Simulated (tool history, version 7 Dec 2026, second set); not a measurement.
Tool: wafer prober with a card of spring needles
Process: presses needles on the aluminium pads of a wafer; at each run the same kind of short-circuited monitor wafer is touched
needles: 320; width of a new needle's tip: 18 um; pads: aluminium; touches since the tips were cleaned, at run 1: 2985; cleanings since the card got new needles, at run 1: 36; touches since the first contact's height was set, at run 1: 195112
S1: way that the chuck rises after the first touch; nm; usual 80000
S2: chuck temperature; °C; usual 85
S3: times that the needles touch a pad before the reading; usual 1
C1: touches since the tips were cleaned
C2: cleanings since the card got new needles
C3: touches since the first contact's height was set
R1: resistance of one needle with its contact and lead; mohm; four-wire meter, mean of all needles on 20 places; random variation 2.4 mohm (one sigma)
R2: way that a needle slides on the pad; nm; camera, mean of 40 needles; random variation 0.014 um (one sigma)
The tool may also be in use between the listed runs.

| run | hour | S1 | S2 | S3 | C1 | C2 | C3 | R1 | R2 |
|---|---|---|---|---|---|---|---|---|---|
| 1 | 0.0 | 80000 | 85 | 1 | 2985 | 36 | 195112 | 279 | 11970 |
|  | 9.5 | tips cleaned on abrasive film |
| 2 | 25.3 | 80000 | 85 | 1 | 2493 | 37 | 199100 | 272 | 11980 |
|  | 40.8 | tips cleaned on abrasive film |
| 3 | 53.8 | 80000 | 85 | 1 | 2063 | 38 | 203611 | 279 | 11970 |
|  | 72.9 | tips cleaned on abrasive film |
| 4 | 84.3 | 80000 | 85 | 3 | 1810 | 39 | 208429 | 276 | 11970 |
|  | 103.3 | tips cleaned on abrasive film |
|  | 132.2 | tips cleaned on abrasive film |
| 5 | 132.2 | 80000 | 85 | 3 | 0 | 41 | 215980 | 273 | 11970 |
|  | 164.3 | tips cleaned on abrasive film |
| 6 | 171.5 | 80000 | 85 | 3 | 1154 | 42 | 222206 | 278 | 11950 |
|  | 194.5 | tips cleaned on abrasive film |
|  | 197.5 | height of the first contact set anew |
|  | 223.5 | tips cleaned on abrasive film |
| 7 | 223.5 | 80000 | 76 | 1 | 0 | 44 | 4104 | 276 | 11980 |
|  | 254.4 | tips cleaned on abrasive film |
| 8 | 254.4 | 80000 | 76 | 1 | 0 | 45 | 8992 | 278 | 11970 |
|  | 285.4 | tips cleaned on abrasive film |
| 9 | 305.6 | 67000 | 85 | 1 | 3192 | 46 | 17086 | 281 | 10010 |
|  | 315.0 | tips cleaned on abrasive film |
|  | 346.5 | tips cleaned on abrasive film |
| 10 | 361.3 | 67000 | 85 | 1 | 2343 | 48 | 25881 | 282 | 10020 |
|  | 377.5 | tips cleaned on abrasive film |
| 11 | 393.0 | 80000 | 39 | 1 | 2457 | 49 | 30899 | 264 | 11960 |
|  | 407.5 | tips cleaned on abrasive film |
|  | 435.7 | tips cleaned on abrasive film |
| 12 | 435.7 | 80000 | 39 | 1 | 0 | 51 | 37627 | 261 | 11970 |
|  | 466.8 | tips cleaned on abrasive film |
| 13 | 484.1 | 62000 | 89 | 2 | 2743 | 52 | 45291 | 284 | 9290 |
|  | 497.0 | tips cleaned on abrasive film |
| 14 | 523.6 | 62000 | 66 | 1 | 4219 | 53 | 51528 | 273 | 9270 |
|  | 529.1 | tips cleaned on abrasive film |
|  | 558.6 | tips cleaned on abrasive film |
| 15 | 570.1 | 62000 | 66 | 1 | 1826 | 55 | 58875 | 278 | 9290 |

Forecast run 16:
|  | 587.4 | tips cleaned on abrasive film |
|  | 616.1 | tips cleaned on abrasive film |
| 16 | 623.3 | 96000 | 107 | 1 | 1152 | 57 | 67277 | ? | ? |

Run 16 gave R1 278 mohm, R2 14330 nm.
Without the tool's hidden state the same run would have given R1 278 mohm, R2 14330 nm.
